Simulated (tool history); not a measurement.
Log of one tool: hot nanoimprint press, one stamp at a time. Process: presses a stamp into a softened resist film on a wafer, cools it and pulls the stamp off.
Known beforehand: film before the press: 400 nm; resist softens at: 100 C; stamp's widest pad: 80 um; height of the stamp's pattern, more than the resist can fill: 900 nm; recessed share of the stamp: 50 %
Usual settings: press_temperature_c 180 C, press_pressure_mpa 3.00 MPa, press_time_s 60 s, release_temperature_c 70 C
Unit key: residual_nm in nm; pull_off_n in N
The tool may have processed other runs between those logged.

run   hour  press_temperature_c  press_pressure_mpa  press_time_s  release_temperature_c  residual_nm  pull_off_n
  1    0.0                  180                3.00            60                     70        181.7         239
  2   18.3                  180                3.00            43                     70        203.3         236
  3   47.0                  180                3.00            43                     70        203.5         245
  4   77.3                  180                3.66            60                     70        162.8         243
  5   92.4                  180                3.66            60                     70        163.1         240
  6  114.2                  188                3.00            60                     70        135.9         231
  7  128.4                  180                3.00            60                     70        182.6         249
  8  155.9                  180                3.00            60                     61        184.5         304
  9  178.1                  180                3.00            60                     61        181.4         293
 10  191.7                  180                3.00            60                     61        183.4         293
 11  218.0                  180                3.00            60                     61        181.8         302
 12  238.4                  180                3.00            60                     61        182.3         298
 13  258.8                  181                3.00            60                     61        177.5         312
 14  284.6                  180                3.51            60                     70        167.2         244
 15  305.6                  180                3.00            60                     73        181.6         209
 16  335.8                  172                3.00           103                     57        211.9         325
 17  360.9                  172                3.00           103                     57        214.4         334
 18  398.7                  175                1.95            60                     70        272.6         242
 19  429.8                  175                2.33            60                     70        249.4         239
 20  456.2                  190                3.00            60                     70        126.7         242
 21  479.5                  180                2.41            60                     75        206.7         210
 22  492.5                  180                3.00            90                     70        160.4         237
 23  508.7                  170                3.11            60                     70        260.1         245
 24  536.5                  170                3.11            54                     70        265.9         238
 25  555.5                  169                3.68           109                     76        211.6         191
 26  583.6                  186                3.68            31                     76        159.9         203
 27  605.8                  186                3.68            51                     66        136.7         265
 28  622.2                  184                3.39            58                     75        147.2         197
 29  644.5                  180                3.65           110                     70        134.1         238
 30  662.7                  180                3.44            44                     70        185.4         237

Between the runs listed above, the log contained 2 entries, not reproduced here. Where in the sequence does each belong, and how does what the log doesn't record of the tool's condition differ from the listed run before to the listed run after?
In the gap between runs 17 and 18: plate thermocouple calibrated (hour 373.5); stamp cleaned and given a new release coat (hour 395.8)
  true temperature over the reading, C: -0.02 -> 0; grip of the stamp's worn release coat, % over a new coat's: 0.5 -> 0
